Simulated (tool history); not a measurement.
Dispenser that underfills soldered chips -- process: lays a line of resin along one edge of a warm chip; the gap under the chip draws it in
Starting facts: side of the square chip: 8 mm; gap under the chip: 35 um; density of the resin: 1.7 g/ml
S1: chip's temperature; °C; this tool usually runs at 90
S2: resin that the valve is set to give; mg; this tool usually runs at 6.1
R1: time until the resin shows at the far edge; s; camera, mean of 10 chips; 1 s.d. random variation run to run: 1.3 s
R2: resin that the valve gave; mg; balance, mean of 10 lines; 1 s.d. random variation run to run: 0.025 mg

| run | day | S1 | S2 | R1 | R2 |
|---|---|---|---|---|---|
| 1 | 0 | 90 | 6.1 | 152.7 | 5.95 |
| 2 | 0.154 | 90 | 6.1 | 164.9 | 5.92 |
|  | 0.296 | new syringe of resin |
| 3 | 0.375 | 90 | 6.1 | 127.2 | 5.98 |
| 4 | 0.521 | 90 | 6.1 | 137.2 | 5.93 |
| 5 | 0.7 | 90 | 6.1 | 151.9 | 5.97 |
| 6 | 0.929 | 90 | 6.1 | 167.5 | 5.97 |
|  | 0.958 | new syringe of resin |
| 7 | 1.079 | 90 | 6.1 | 139.5 | 5.89 |
|  | 1.258 | dispensing valve cleaned and set on the balance |
| 8 | 1.3 | 90 | 6.1 | 144.5 | 6.12 |
| 9 | 1.471 | 90 | 5.47 | 164.1 | 5.46 |
|  | 1.65 | new syringe of resin |
| 10 | 1.65 | 90 | 5.47 | 132.7 | 5.45 |
| 11 | 1.812 | 90 | 5.47 | 145 | 5.49 |
| 12 | 1.979 | 90 | 5.47 | 156.7 | 5.45 |
| 13 | 2.225 | 90 | 5.47 | 174.1 | 5.47 |
|  | 2.308 | new syringe of resin |
| 14 | 2.412 | 90 | 5.47 | 138.5 | 5.45 |
| 15 | 2.633 | 90 | 5.47 | 154 | 5.39 |
| 16 | 2.829 | 90 | 5.47 | 168.3 | 5.42 |
|  | 2.958 | new syringe of resin |
| 17 | 2.983 | 90 | 5.47 | 134.2 | 5.43 |
| 18 | 3.096 | 90 | 6.1 | 137.3 | 6.03 |
| 19 | 3.279 | 90 | 6.02 | 151.9 | 5.91 |
| 20 | 3.475 | 90 | 6.02 | 164.2 | 5.97 |
| 21 | 3.592 | 95 | 7.23 | 139.9 | 7.1 |
|  | 3.612 | new syringe of resin |
| 22 | 3.725 | 93 | 5.49 | 122.3 | 5.42 |
| 23 | 3.896 | 93 | 5.49 | 134.6 | 5.4 |
| 24 | 4.092 | 104 | 5.41 | 93.9 | 5.34 |
|  | 4.267 | new syringe of resin |
| 25 | 4.333 | 104 | 5.41 | 81.4 | 5.32 |
| 26 | 4.433 | 102 | 7.89 | 87.7 | 7.73 |
| 27 | 4.567 | 75 | 5.92 | 301 | 5.79 |
| 28 | 4.7 | 90 | 5.92 | 164.3 | 5.78 |
|  | 4.921 | new syringe of resin |
| 29 | 4.921 | 90 | 5.92 | 130.3 | 5.74 |
| 30 | 5.125 | 90 | 5.92 | 145.8 | 5.74 |
| 31 | 5.338 | 90 | 5.92 | 160.5 | 5.76 |
| 32 | 5.504 | 90 | 5.92 | 173.1 | 5.73 |
|  | 5.583 | new syringe of resin |
| 33 | 5.733 | 91 | 7.05 | 138.3 | 6.82 |
|  | 5.812 | dispensing valve cleaned and set on the balance |
| 34 | 5.996 | 78 | 6.08 | 271.5 | 6.05 |
| 35 | 6.15 | 81 | 7.4 | 244.8 | 7.37 |
|  | 6.283 | new syringe of resin |
| 36 | 6.35 | 80 | 5.95 | 209.7 | 5.9 |

A few steps of R1 between consecutive runs. Split each: what settings, incoming material and random variation would produce without the hidden state, and what is left over for the hidden state, along with gauge scatter present in only one of the two compared results (measured, and without hidden state):
Unlogged tool condition in this case: resin's viscosity, % of fresh resin's; dose that the valve gives, % of what is set; true chip temperature over the reading, C; drift of the gauge itself on fill_s, %; drift of the gauge itself on given_mg, %.
Run 26 -> 27: S1 102 -> 75, S2 7.89 -> 5.92. R1 +213.3 s: hidden state +50.4, all else +162.9.
Run 27 -> 28: S1 75 -> 90. R1 -136.7 s: hidden state -21.4, all else -115.3.
Run 33 -> 34: S1 91 -> 78, S2 7.05 -> 6.08, dispensing valve cleaned and set on the balance. R1 +133.2 s: hidden state +43.6, all else +89.6.
Run 35 -> 36: S1 81 -> 80, S2 7.4 -> 5.95, new syringe of resin. R1 -35.1 s: hidden state -48.5, all else +13.4.
